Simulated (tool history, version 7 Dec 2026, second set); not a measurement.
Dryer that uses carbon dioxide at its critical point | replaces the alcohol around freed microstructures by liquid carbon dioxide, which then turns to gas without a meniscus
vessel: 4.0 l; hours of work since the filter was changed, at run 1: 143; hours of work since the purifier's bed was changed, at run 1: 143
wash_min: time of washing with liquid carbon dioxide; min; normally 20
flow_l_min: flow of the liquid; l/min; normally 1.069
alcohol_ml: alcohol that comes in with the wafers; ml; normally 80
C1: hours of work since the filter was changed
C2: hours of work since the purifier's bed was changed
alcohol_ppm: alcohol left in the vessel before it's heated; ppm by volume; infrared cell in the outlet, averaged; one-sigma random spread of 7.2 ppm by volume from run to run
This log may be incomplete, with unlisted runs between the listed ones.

{"run": 1, "hour": 0.0, "wash_min": 20, "flow_l_min": 1.069, "alcohol_ml": 80, "C1": 143, "C2": 143, "alcohol_ppm": 479}
{"run": 2, "hour": 16.2, "wash_min": 20, "flow_l_min": 1.069, "alcohol_ml": 26, "C1": 155, "C2": 155, "alcohol_ppm": 173}
{"run": 3, "hour": 32.4, "wash_min": 20, "flow_l_min": 1.069, "alcohol_ml": 80, "C1": 166, "C2": 166, "alcohol_ppm": 497}
{"run": 4, "hour": 52.9, "wash_min": 20, "flow_l_min": 0.87, "alcohol_ml": 80, "C1": 181, "C2": 181, "alcohol_ppm": 1051}
{"run": 5, "hour": 73.8, "wash_min": 20, "flow_l_min": 0.87, "alcohol_ml": 80, "C1": 196, "C2": 196, "alcohol_ppm": 1081}
{"run": 6, "hour": 92.4, "wash_min": 20, "flow_l_min": 1.069, "alcohol_ml": 26, "C1": 209, "C2": 209, "alcohol_ppm": 207}
{"run": 7, "hour": 106.4, "wash_min": 20, "flow_l_min": 1.069, "alcohol_ml": 26, "C1": 219, "C2": 219, "alcohol_ppm": 214}
{"run": 8, "hour": 120.1, "wash_min": 20, "flow_l_min": 1.069, "alcohol_ml": 26, "C1": 229, "C2": 229, "alcohol_ppm": 223}
{"hour": 140.1, "done": "inlet filter changed"}
{"run": 9, "hour": 144.6, "wash_min": 20, "flow_l_min": 1.8, "alcohol_ml": 80, "C1": 3, "C2": 246, "alcohol_ppm": 64}
{"run": 10, "hour": 158.6, "wash_min": 20, "flow_l_min": 1.8, "alcohol_ml": 80, "C1": 13, "C2": 256, "alcohol_ppm": 57}
{"run": 11, "hour": 171.3, "wash_min": 20, "flow_l_min": 1.8, "alcohol_ml": 80, "C1": 22, "C2": 265, "alcohol_ppm": 61}
{"run": 12, "hour": 194.2, "wash_min": 20, "flow_l_min": 1.069, "alcohol_ml": 80, "C1": 39, "C2": 281, "alcohol_ppm": 423}
{"run": 13, "hour": 203.8, "wash_min": 20, "flow_l_min": 1.069, "alcohol_ml": 80, "C1": 46, "C2": 288, "alcohol_ppm": 430}
{"run": 14, "hour": 217.2, "wash_min": 20, "flow_l_min": 1.069, "alcohol_ml": 80, "C1": 55, "C2": 298, "alcohol_ppm": 433}
{"run": 15, "hour": 234.0, "wash_min": 20, "flow_l_min": 1.069, "alcohol_ml": 80, "C1": 67, "C2": 310, "alcohol_ppm": 449}
{"run": 16, "hour": 251.8, "wash_min": 20, "flow_l_min": 1.069, "alcohol_ml": 80, "C1": 80, "C2": 322, "alcohol_ppm": 452}
{"run": 17, "hour": 268.4, "wash_min": 27, "flow_l_min": 1.1, "alcohol_ml": 75, "C1": 92, "C2": 334, "alcohol_ppm": 151}
{"run": 18, "hour": 284.3, "wash_min": 27, "flow_l_min": 1.1, "alcohol_ml": 39, "C1": 103, "C2": 346, "alcohol_ppm": 103}
{"run": 19, "hour": 304.2, "wash_min": 29, "flow_l_min": 1.1, "alcohol_ml": 42, "C1": 117, "C2": 360, "alcohol_ppm": 98}
{"run": 20, "hour": 318.5, "wash_min": 15, "flow_l_min": 1.069, "alcohol_ml": 21, "C1": 128, "C2": 370, "alcohol_ppm": 349}
{"run": 21, "hour": 341.4, "wash_min": 20, "flow_l_min": 1.069, "alcohol_ml": 80, "C1": 144, "C2": 387, "alcohol_ppm": 532}
{"run": 22, "hour": 360.0, "wash_min": 20, "flow_l_min": 1.069, "alcohol_ml": 80, "C1": 157, "C2": 400, "alcohol_ppm": 544}
{"run": 23, "hour": 379.4, "wash_min": 20, "flow_l_min": 0.74, "alcohol_ml": 80, "C1": 171, "C2": 414, "alcohol_ppm": 1676}
{"run": 24, "hour": 398.1, "wash_min": 22, "flow_l_min": 1.069, "alcohol_ml": 59, "C1": 185, "C2": 427, "alcohol_ppm": 335}
{"run": 25, "hour": 408.0, "wash_min": 15, "flow_l_min": 1.15, "alcohol_ml": 80, "C1": 192, "C2": 434, "alcohol_ppm": 1155}
{"run": 26, "hour": 427.3, "wash_min": 15, "flow_l_min": 1.15, "alcohol_ml": 116, "C1": 206, "C2": 448, "alcohol_ppm": 1602}
{"run": 27, "hour": 446.6, "wash_min": 20, "flow_l_min": 1.069, "alcohol_ml": 50, "C1": 219, "C2": 462, "alcohol_ppm": 417}
{"run": 28, "hour": 458.3, "wash_min": 16, "flow_l_min": 1.069, "alcohol_ml": 43, "C1": 228, "C2": 470, "alcohol_ppm": 692}
{"run": 29, "hour": 474.4, "wash_min": 20, "flow_l_min": 1.069, "alcohol_ml": 38, "C1": 239, "C2": 482, "alcohol_ppm": 350}

Across each entry between runs, compare the hidden state at the last listed run before it with the hidden state at the first listed run after it:
From run 8 to run 9: inlet filter changed (hour 140.1)
  flow that reaches the vessel past the clogged filter, %: 87.5 -> 99.7; alcohol in the recycled carbon dioxide, ppm: 38.8 -> 41.2
  the result without the hidden state subtracted from the measured one, alcohol_ppm: +108 -> +37 ppm by volume
